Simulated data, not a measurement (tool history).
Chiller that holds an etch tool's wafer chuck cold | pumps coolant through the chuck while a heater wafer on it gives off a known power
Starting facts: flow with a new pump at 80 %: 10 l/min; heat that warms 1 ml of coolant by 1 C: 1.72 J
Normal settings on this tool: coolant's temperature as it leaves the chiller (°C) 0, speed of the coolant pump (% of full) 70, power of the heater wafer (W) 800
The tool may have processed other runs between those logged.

run	day	coolant's temperature as it leaves the chiller (°C)	speed of the coolant pump (% of full)	power of the heater wafer (W)	chuck's temperature once it has settled (°C)	how much warmer the coolant comes back (C)
1	0	0	70	800	5.84	3.19
2	0.962	0	70	800	5.94	3.2
3	2.325	0	70	800	5.88	3.19
4	4.233	0	70	800	5.82	3.23
5	5.146	0	70	800	5.8	3.18
6	6.996	0	70	800	5.99	3.15
7	8.525	0	70	800	5.96	3.18
8	10.183	0	82	800	5.15	2.71
9	11.388	0	82	800	5.22	2.66
10	13.342	5	82	800	10.16	2.6
11	14.838	5	82	800	10.3	2.66
12	15.742	6	62	800	12.4	3.55
13	17.496	7	73	603	11.41	2.21
14	18.783	0	88	472	2.91	1.39
15	20.762	0	70	1135	8.15	4.44
16	21.75	-4	65	461	-0.3	1.88
17	23.425	-4	70	582	0.29	2.19
18	25.5	-4	70	582	0.31	2.16
19	27.225	9	76	889	15.16	3.13
20	29.142	0	70	828	6.19	3.12

What will run 21 give?
21	30.054	0	70	587	?	?

chuck's temperature once it has settled (°C): 4.36
how much warmer the coolant comes back (C): 2.17
The same run, on a tool lacking any hidden state, would have yielded chuck's temperature once it has settled (°C) 4.35, how much warmer the coolant comes back (C) 2.36.

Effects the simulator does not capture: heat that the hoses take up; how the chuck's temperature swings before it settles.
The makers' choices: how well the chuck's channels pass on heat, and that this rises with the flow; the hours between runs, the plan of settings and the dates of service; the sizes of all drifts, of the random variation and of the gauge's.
